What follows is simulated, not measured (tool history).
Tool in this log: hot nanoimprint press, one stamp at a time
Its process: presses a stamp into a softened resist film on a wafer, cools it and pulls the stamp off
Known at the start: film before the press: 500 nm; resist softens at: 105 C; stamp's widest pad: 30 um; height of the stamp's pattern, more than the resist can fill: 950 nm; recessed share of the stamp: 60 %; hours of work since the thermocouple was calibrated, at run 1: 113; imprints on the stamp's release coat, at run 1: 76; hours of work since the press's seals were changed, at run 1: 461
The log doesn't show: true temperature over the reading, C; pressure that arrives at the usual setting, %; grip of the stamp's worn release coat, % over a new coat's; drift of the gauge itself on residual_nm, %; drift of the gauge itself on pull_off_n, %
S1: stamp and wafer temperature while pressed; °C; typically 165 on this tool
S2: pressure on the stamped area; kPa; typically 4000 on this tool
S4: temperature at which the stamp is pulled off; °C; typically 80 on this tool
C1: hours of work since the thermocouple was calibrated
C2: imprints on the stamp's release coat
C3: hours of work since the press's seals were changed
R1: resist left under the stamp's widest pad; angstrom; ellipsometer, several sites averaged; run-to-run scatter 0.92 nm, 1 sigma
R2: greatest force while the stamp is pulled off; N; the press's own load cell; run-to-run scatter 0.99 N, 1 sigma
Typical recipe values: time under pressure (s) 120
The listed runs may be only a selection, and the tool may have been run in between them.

run 1 hour=0 | S1=165 S2=4000 time_under_pressure_(s)=120 S4=80 | C1=113 C2=76 C3=461 | R1=2728 R2=222.2
run 2 hour=7.9 | S1=165 S2=4000 time_under_pressure_(s)=120 S4=80 | C1=119 C2=96 C3=467 | R1=2710 R2=222
run 3 hour=22.7 | S1=165 S2=4000 time_under_pressure_(s)=120 S4=80 | C1=130 C2=135 C3=478 | R1=2718 R2=221.5
run 4 hour=39.2 | S1=165 S2=2490 time_under_pressure_(s)=120 S4=80 | C1=142 C2=177 C3=491 | R1=3323 R2=222.8
run 5 hour=54.7 | S1=165 S2=2490 time_under_pressure_(s)=120 S4=80 | C1=154 C2=218 C3=502 | R1=3330 R2=224.8
run 6 hour=64.1 | S1=165 S2=2490 time_under_pressure_(s)=120 S4=80 | C1=161 C2=242 C3=510 | R1=3352 R2=224.2
run 7 hour=74.1 | S1=165 S2=4000 time_under_pressure_(s)=120 S4=80 | C1=169 C2=268 C3=517 | R1=2710 R2=224.4
run 8 hour=85.6 | S1=165 S2=4000 time_under_pressure_(s)=120 S4=80 | C1=178 C2=298 C3=526 | R1=2725 R2=225.3
run 9 hour=95.3 | S1=165 S2=4000 time_under_pressure_(s)=120 S4=80 | C1=185 C2=323 C3=533 | R1=2722 R2=224.8
run 10 hour=104.2 | S1=165 S2=3370 time_under_pressure_(s)=120 S4=80 | C1=192 C2=346 C3=540 | R1=2952 R2=225.8
run 11 hour=112.4 | S1=165 S2=3370 time_under_pressure_(s)=120 S4=80 | C1=198 C2=367 C3=546 | R1=2962 R2=225
run 12 hour=120.4 | S1=165 S2=3370 time_under_pressure_(s)=120 S4=80 | C1=204 C2=388 C3=552 | R1=2963 R2=228.5
run 13 hour=128.4 | S1=170 S2=4000 time_under_pressure_(s)=156 S4=75 | C1=210 C2=409 C3=558 | R1=1962 R2=247.9
run 14 hour=145.6 | S1=170 S2=4000 time_under_pressure_(s)=156 S4=75 | C1=223 C2=453 C3=571 | R1=1970 R2=250.4
run 15 hour=158.1 | S1=165 S2=4000 time_under_pressure_(s)=120 S4=80 | C1=232 C2=486 C3=581 | R1=2752 R2=227.7
run 16 hour=174.5 | S1=165 S2=5860 time_under_pressure_(s)=78 S4=80 | C1=245 C2=528 C3=593 | R1=2646 R2=228.5
run 17 hour=191.6 | S1=165 S2=4490 time_under_pressure_(s)=120 S4=82 | C1=258 C2=572 C3=606 | R1=2620 R2=221

Forecast run 18:
run 18 hour=200.6 | S1=174 S2=5730 time_under_pressure_(s)=141 S4=75 | C1=264 C2=595 C3=613 | R1=? R2=?

R1: 1380 angstrom
R2: 251.2 N
Take away the tool's hidden state, keep the run-to-run variation as it was, and the same run would have given R1 1296 angstrom, R2 239.7 N.
